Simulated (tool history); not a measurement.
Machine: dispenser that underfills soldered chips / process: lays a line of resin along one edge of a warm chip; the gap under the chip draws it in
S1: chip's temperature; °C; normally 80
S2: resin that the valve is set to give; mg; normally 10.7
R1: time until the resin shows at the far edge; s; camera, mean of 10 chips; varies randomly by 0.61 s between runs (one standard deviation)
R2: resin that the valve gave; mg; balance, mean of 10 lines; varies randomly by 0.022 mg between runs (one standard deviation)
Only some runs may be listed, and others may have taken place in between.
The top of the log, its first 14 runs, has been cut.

{"day": 1.833, "done": "dispensing valve cleaned and set on the balance"}
{"run": 15, "day": 1.883, "S1": 80, "S2": 9.8, "R1": 75.7, "R2": 9.79}
{"day": 1.954, "done": "new syringe of resin"}
{"run": 16, "day": 2.042, "S1": 80, "S2": 9.8, "R1": 59.9, "R2": 9.83}
{"run": 17, "day": 2.129, "S1": 80, "S2": 9.8, "R1": 65.4, "R2": 9.76}
{"run": 18, "day": 2.321, "S1": 80, "S2": 9.8, "R1": 74.9, "R2": 9.76}
{"day": 2.446, "done": "new syringe of resin"}
{"run": 19, "day": 2.508, "S1": 80, "S2": 9.8, "R1": 58.3, "R2": 9.76}
{"run": 20, "day": 2.646, "S1": 77, "S2": 13.2, "R1": 70.1, "R2": 13.12}
{"run": 21, "day": 2.742, "S1": 88, "S2": 9.2, "R1": 49.8, "R2": 9.13}
{"day": 2.929, "done": "new syringe of resin"}
{"run": 22, "day": 2.938, "S1": 88, "S2": 9.2, "R1": 40.8, "R2": 9.12}
{"run": 23, "day": 3.079, "S1": 86, "S2": 11.1, "R1": 46.8, "R2": 11.01}
{"run": 24, "day": 3.254, "S1": 86, "S2": 13.5, "R1": 51.2, "R2": 13.36}
{"run": 25, "day": 3.358, "S1": 66, "S2": 10.1, "R1": 140.5, "R2": 9.95}
{"day": 3.417, "done": "new syringe of resin"}
{"run": 26, "day": 3.458, "S1": 77, "S2": 10.1, "R1": 64.8, "R2": 10.01}
{"run": 27, "day": 3.638, "S1": 72, "S2": 10.7, "R1": 93.2, "R2": 10.6}
{"run": 28, "day": 3.796, "S1": 72, "S2": 10.7, "R1": 105.3, "R2": 10.52}
{"day": 3.912, "done": "new syringe of resin"}
{"run": 29, "day": 3.933, "S1": 80, "S2": 12.4, "R1": 55.5, "R2": 12.24}
{"run": 30, "day": 4.071, "S1": 87, "S2": 13.3, "R1": 45, "R2": 13.13}
{"run": 31, "day": 4.158, "S1": 87, "S2": 13.3, "R1": 48.3, "R2": 13.06}
{"run": 32, "day": 4.346, "S1": 66, "S2": 10.9, "R1": 141.9, "R2": 10.68}
{"day": 4.4, "done": "new syringe of resin"}
{"run": 33, "day": 4.5, "S1": 66, "S2": 10.9, "R1": 110, "R2": 10.73}
{"run": 34, "day": 4.65, "S1": 85, "S2": 11.4, "R1": 53.3, "R2": 11.21}
{"run": 35, "day": 4.833, "S1": 73, "S2": 13.4, "R1": 98.1, "R2": 13.11}
{"day": 4.892, "done": "new syringe of resin"}
{"run": 36, "day": 5.008, "S1": 90, "S2": 11.9, "R1": 39.4, "R2": 11.64}
{"day": 5.183, "done": "dispensing valve cleaned and set on the balance"}
{"run": 37, "day": 5.192, "S1": 74, "S2": 9.8, "R1": 87, "R2": 9.78}

Below are 3 alternative next runs, each starting from the tool's condition after run 37. Predict each:
{"run": "A", "day": 5.338, "S1": 80, "S2": 12, "R1": "?", "R2": "?"}
{"run": "B", "day": 5.338, "S1": 67, "S2": 9.5, "R1": "?", "R2": "?"}
{"run": "C", "day": 5.338, "S1": 89, "S2": 13.5, "R1": "?", "R2": "?"}

run=A R1=72.5 R2=12.03
run=B R1=133.6 R2=9.5
run=C R1=49.4 R2=13.48
Without the tool's unlogged condition, the same runs would have read:
run=A R1=52.5 R2=12.04
run=B R1=96.3 R2=9.51
run=C R1=35.8 R2=13.49

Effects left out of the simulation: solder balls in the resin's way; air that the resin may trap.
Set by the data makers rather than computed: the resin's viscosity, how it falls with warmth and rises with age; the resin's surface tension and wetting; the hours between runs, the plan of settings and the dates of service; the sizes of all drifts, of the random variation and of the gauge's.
